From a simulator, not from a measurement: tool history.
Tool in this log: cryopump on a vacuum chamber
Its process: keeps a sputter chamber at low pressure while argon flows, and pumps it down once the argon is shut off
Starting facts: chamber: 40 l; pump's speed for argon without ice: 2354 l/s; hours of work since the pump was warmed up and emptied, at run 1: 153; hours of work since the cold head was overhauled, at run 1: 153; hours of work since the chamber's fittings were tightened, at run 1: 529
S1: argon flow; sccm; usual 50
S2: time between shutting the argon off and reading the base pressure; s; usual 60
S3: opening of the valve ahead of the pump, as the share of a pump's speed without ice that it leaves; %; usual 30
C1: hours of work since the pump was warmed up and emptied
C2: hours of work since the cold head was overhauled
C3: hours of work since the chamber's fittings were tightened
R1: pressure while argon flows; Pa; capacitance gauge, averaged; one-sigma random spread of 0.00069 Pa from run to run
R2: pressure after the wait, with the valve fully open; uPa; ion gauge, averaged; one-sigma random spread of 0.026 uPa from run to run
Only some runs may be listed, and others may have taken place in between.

| run | hour | S1 | S2 | S3 | C1 | C2 | C3 | R1 | R2 |
|---|---|---|---|---|---|---|---|---|---|
| 1 | 0 | 50 | 60 | 30 | 153 | 153 | 529 | 0.1248 | 1.36 |
| 2 | 55.7 | 50 | 60 | 30 | 184 | 184 | 560 | 0.1259 | 1.37 |
| 3 | 121.2 | 50 | 60 | 30 | 221 | 221 | 596 | 0.1263 | 1.44 |
| 4 | 157.5 | 30 | 60 | 30 | 241 | 241 | 616 | 0.0767 | 1.41 |
| 5 | 208.7 | 57 | 60 | 30 | 269 | 269 | 645 | 0.1468 | 1.42 |
| 6 | 264.1 | 50 | 60 | 30 | 300 | 300 | 675 | 0.1307 | 1.44 |
|  | 298.9 | pump warmed up, emptied and cooled again |
| 7 | 302.9 | 50 | 60 | 30 | 2 | 319 | 694 | 0.1199 | 1.33 |
| 8 | 354.5 | 50 | 60 | 30 | 31 | 348 | 723 | 0.1217 | 1.35 |
| 9 | 401.4 | 50 | 60 | 37 | 57 | 374 | 749 | 0.0987 | 1.37 |
| 10 | 448.4 | 50 | 60 | 37 | 83 | 400 | 775 | 0.0999 | 1.4 |
| 11 | 483.5 | 50 | 265 | 30 | 103 | 419 | 794 | 0.1221 | 0.68 |
| 12 | 520.2 | 50 | 265 | 30 | 123 | 440 | 815 | 0.1239 | 0.69 |
| 13 | 590.5 | 50 | 265 | 48 | 162 | 479 | 854 | 0.0798 | 0.68 |
| 14 | 650 | 50 | 265 | 48 | 195 | 512 | 887 | 0.0808 | 0.74 |
| 15 | 720.9 | 50 | 265 | 48 | 234 | 551 | 926 | 0.083 | 0.76 |
| 16 | 753.7 | 29 | 77 | 30 | 253 | 569 | 945 | 0.0741 | 1.37 |
| 17 | 809.6 | 29 | 77 | 30 | 284 | 600 | 976 | 0.0747 | 1.37 |
|  | 875.5 | pump warmed up, emptied and cooled again |
| 18 | 875.5 | 41 | 69 | 31 | 0 | 634 | 1009 | 0.0955 | 1.35 |
| 19 | 910 | 41 | 44 | 31 | 19 | 653 | 1029 | 0.0952 | 1.87 |
| 20 | 946.2 | 45 | 37 | 48 | 39 | 674 | 1049 | 0.0683 | 2.18 |
| 21 | 1005.8 | 45 | 37 | 48 | 72 | 707 | 1082 | 0.0701 | 2.16 |
| 22 | 1070.6 | 45 | 37 | 48 | 108 | 743 | 1118 | 0.0696 | 2.24 |
| 23 | 1141.3 | 85 | 25 | 52 | 148 | 782 | 1157 | 0.1246 | 3.04 |
| 24 | 1198.6 | 50 | 60 | 36 | 180 | 814 | 1189 | 0.1042 | 1.64 |
| 25 | 1244.4 | 84 | 24 | 23 | 205 | 839 | 1214 | 0.2718 | 3.08 |
| 26 | 1281.1 | 84 | 24 | 23 | 225 | 860 | 1235 | 0.274 | 3.1 |
| 27 | 1315.7 | 84 | 24 | 23 | 245 | 879 | 1254 | 0.2743 | 3.15 |
| 28 | 1387.7 | 84 | 24 | 23 | 285 | 919 | 1294 | 0.2786 | 3.17 |

Here are 3 independent what-if runs from the current tool condition. What would each one return?
| A | 1434.2 | 60 | 152 | 42 | 310 | 945 | 1320 | ? | ? |
| B | 1434.2 | 50 | 47 | 16 | 310 | 945 | 1320 | ? | ? |
| C | 1434.2 | 79 | 22 | 19 | 310 | 945 | 1320 | ? | ? |

| run | R1 | R2 |
|---|---|---|
| A | 0.115 | 1.11 |
| B | 0.2325 | 2.04 |
| C | 0.3128 | 3.55 |
Without the tool's unlogged condition, the same runs would have read:
| run | R1 | R2 |
|---|---|---|
| A | 0.103 | 0.51 |
| B | 0.2227 | 1.42 |
| C | 0.2971 | 2.92 |

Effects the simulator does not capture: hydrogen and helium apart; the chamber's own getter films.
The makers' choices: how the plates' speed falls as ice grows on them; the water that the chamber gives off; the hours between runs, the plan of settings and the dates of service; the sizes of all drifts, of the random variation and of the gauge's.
